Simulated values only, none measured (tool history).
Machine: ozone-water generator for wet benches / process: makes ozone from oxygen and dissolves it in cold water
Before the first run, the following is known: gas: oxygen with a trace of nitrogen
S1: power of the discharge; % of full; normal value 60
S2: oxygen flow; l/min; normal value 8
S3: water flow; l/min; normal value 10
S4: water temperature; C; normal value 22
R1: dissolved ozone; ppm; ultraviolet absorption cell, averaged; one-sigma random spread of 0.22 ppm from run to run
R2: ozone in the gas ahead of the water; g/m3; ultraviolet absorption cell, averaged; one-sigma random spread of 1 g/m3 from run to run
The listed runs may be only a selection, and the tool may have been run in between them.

Run 1, hour 0: usual settings. Result: R1 32.1 ppm, R2 180.5 g/m3.
Run 2, hour 87.9: usual settings. Result: R1 32.1 ppm, R2 178.5 g/m3.
At hour 207.6: water thermometer calibrated.
Run 3, hour 236: usual settings. Result: R1 31.8 ppm, R2 180.9 g/m3.
Run 4, hour 363.6: usual settings. Result: R1 31.3 ppm, R2 181.9 g/m3.
Run 5, hour 486.1: usual settings. Result: R1 32.2 ppm, R2 179.1 g/m3.
Run 6, hour 556.6: usual settings. Result: R1 32.2 ppm, R2 183.4 g/m3.
Run 7, hour 706.6: usual settings. Result: R1 31.7 ppm, R2 181.3 g/m3.
Run 8, hour 838.3: usual settings but S2 9.78 l/min. Result: R1 29.2 ppm, R2 157.9 g/m3.
Run 9, hour 917.1: usual settings but S1 47 % of full, S2 9.78 l/min, S3 7 l/min. Result: R1 26.5 ppm, R2 128.6 g/m3.
Run 10, hour 1006.4: usual settings but S1 47 % of full, S2 9.78 l/min, S3 7 l/min. Result: R1 26.2 ppm, R2 129.8 g/m3.
Run 11, hour 1152.3: usual settings but S1 45 % of full, S3 15 l/min. Result: R1 20.5 ppm, R2 142.5 g/m3.

4 ways to go on from here, each from the tool as it stands after run 11. What would each give?
Run A, hour 1232.6: usual settings but S1 63 % of full, S2 6.78 l/min, S4 16 C. Result: R1 ?, R2 ?.
Run B, hour 1232.6: usual settings but S1 45 % of full, S3 15 l/min, S4 17 C. Result: R1 ?, R2 ?.
Run C, hour 1232.6: usual settings but S1 45 % of full, S3 7 l/min. Result: R1 ?, R2 ?.
Run D, hour 1232.6: usual settings but S1 45 % of full, S3 6 l/min. Result: R1 ?, R2 ?.

run    R1     R2
  A  40.7  214.1
  B  22.8  142.7
  C  28.4  143.7
  D  29.4    144
Without the tool's unlogged condition, the same runs would have read:
run    R1     R2
  A  40.8  209.7
  B  22.9  139.6
  C  28.5  140.6
  D  29.5  140.9
